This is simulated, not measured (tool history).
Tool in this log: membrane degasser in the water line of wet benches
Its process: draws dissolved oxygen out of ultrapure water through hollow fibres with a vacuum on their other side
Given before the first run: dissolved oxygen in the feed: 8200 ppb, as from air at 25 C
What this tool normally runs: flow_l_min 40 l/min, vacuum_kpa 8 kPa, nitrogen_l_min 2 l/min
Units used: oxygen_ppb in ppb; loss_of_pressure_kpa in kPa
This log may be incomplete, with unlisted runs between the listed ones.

run,day,flow_l_min,vacuum_kpa,nitrogen_l_min,oxygen_ppb,loss_of_pressure_kpa
1,0,40,8,2,387,29.47
2,1.638,40,8,2,385.9,29.21
3,4.067,40,8,2,384.7,29.29
4,5.771,40,8,2,384.6,29.5
5,6.883,29,8,2,219.9,21.23
6,9.412,29,8,2,225.1,21.34
7,11.392,40,8,2,392.6,29.01
8,13.529,40,8,2,389.2,29.46
9,15.271,40,8,2,389.9,29.48
10,17.175,40,8,2,382.3,29.33
11,19.15,40,8,2,385.9,29.26
12,20.708,36,7.18,1.77,311.3,26.68
13,22.117,29,7.18,1.77,216.8,21.7
14,24.546,42,7.18,1.17,490,30.72
15,25.758,42,9.64,2.44,447.9,30.64
16,28.258,42,9.64,2.44,448,31.01
17,29.929,40,16.46,2.96,565.4,29.36
18,31.433,40,16.46,2.96,572.1,29.5
19,33.842,40,16.46,2.96,571.8,29.34
20,35.292,43,5.32,3.69,278.8,31.37

Here are 5 independent what-if runs from the current tool condition. What would each one return?
A,36.65,43,5.32,4.89,?,?
B,36.65,31,10.53,0.81,?,?
C,36.65,40,6.09,2,?,?
D,36.65,28,8,2,?,?
E,36.65,42,10.17,2.25,?,?

run,oxygen_ppb,loss_of_pressure_kpa
A,270.2,31.8
B,622.3,22.85
C,311,29.28
D,212.8,20.65
E,491.2,30.49
Stripped of hidden state, with their random variation kept, the same runs would have yielded:
run,oxygen_ppb,loss_of_pressure_kpa
A,261.3,31.57
B,609.9,22.68
C,299.9,29.06
D,204.8,20.5
E,479,30.27
